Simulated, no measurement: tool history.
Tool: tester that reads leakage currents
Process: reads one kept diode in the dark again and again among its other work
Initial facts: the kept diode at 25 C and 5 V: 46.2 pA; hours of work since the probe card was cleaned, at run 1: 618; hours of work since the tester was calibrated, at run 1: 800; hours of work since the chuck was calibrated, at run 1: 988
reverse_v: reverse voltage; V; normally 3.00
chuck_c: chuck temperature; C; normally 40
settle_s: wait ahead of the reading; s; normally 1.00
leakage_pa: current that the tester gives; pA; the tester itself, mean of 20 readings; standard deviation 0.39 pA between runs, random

run,hour,reverse_v,chuck_c,settle_s,hours of work since the probe card was cleaned,hours of work since the tester was calibrated,hours of work since the chuck was calibrated,leakage_pa
1,0.0,3.00,40,1.00,618,800,988,119.09
2,18.0,3.00,40,1.00,632,814,1002,119.21
3,35.9,3.00,40,1.00,647,828,1016,118.86
4,51.6,3.00,40,1.00,659,841,1029,119.52
5,66.7,3.00,40,1.00,671,853,1041,119.25
6,99.6,3.00,40,1.00,698,879,1067,118.46
7,119.0,3.00,40,1.00,713,895,1083,118.91
8,137.5,3.00,40,1.00,728,910,1097,118.65
9,170.6,13.66,40,1.00,754,936,1124,290.10
10,204.6,13.66,40,1.00,781,963,1151,287.35
11,237.8,13.66,27,1.00,808,990,1178,103.46
12,252.3,4.58,40,1.00,820,1001,1189,150.35
13,278.1,4.58,40,1.00,840,1022,1210,151.06
14,292.4,3.00,40,1.00,852,1033,1221,117.72
15,318.2,3.00,40,1.00,872,1054,1242,117.10
16,346.3,3.00,40,1.00,895,1076,1264,117.95
17,377.9,3.00,40,1.00,920,1102,1289,117.47
18,411.2,3.00,40,1.00,946,1128,1316,117.44
19,446.4,3.00,40,1.06,975,1156,1344,116.81
20,462.4,3.00,40,1.17,987,1169,1357,116.76
21,482.5,3.00,56,2.18,1003,1185,1373,403.70
22,517.4,3.30,42,5.82,1031,1213,1401,143.34
23,548.7,3.30,43,5.82,1056,1238,1426,155.31
24,574.5,3.30,43,5.82,1077,1259,1446,154.95
25,605.6,3.30,43,5.82,1102,1283,1471,155.53
26,639.4,3.30,43,5.82,1129,1310,1498,155.33
27,673.8,3.30,43,5.82,1156,1338,1526,154.44
28,707.4,3.00,40,4.03,1183,1365,1552,115.26
29,740.4,4.85,44,4.03,1209,1391,1579,209.06
30,771.8,7.48,46,1.00,1234,1416,1604,316.17
31,803.5,7.48,46,1.00,1260,1441,1629,316.87
32,834.4,14.04,41,6.38,1284,1466,1654,307.85
33,851.0,1.02,33,1.00,1298,1479,1667,34.18
34,886.4,19.27,27,4.84,1326,1508,1695,127.23
35,903.4,19.27,27,4.84,1339,1521,1709,127.33
36,919.4,19.27,27,4.84,1352,1534,1722,127.62
37,944.3,19.27,27,4.84,1372,1554,1742,129.03
38,979.3,3.00,31,0.53,1400,1582,1770,56.18
39,1006.3,10.88,40,1.00,1422,1603,1791,246.29
40,1025.6,10.88,40,1.00,1437,1619,1807,247.99

Each row is a separate what-if for the run after 40, all from the same tool condition, not one after another. Results?
A,1054.7,1.79,39,0.63,1460,1642,1830,?
B,1054.7,10.88,25,1.00,1460,1642,1830,?
C,1054.7,4.75,40,1.00,1460,1642,1830,?
D,1054.7,1.34,58,1.00,1460,1642,1830,?

run,leakage_pa
A,78.04
B,79.37
C,149.18
D,285.55
What these runs would have given with no unlogged condition in the tool:
run,leakage_pa
A,87.56
B,76.16
C,165.35
D,323.79

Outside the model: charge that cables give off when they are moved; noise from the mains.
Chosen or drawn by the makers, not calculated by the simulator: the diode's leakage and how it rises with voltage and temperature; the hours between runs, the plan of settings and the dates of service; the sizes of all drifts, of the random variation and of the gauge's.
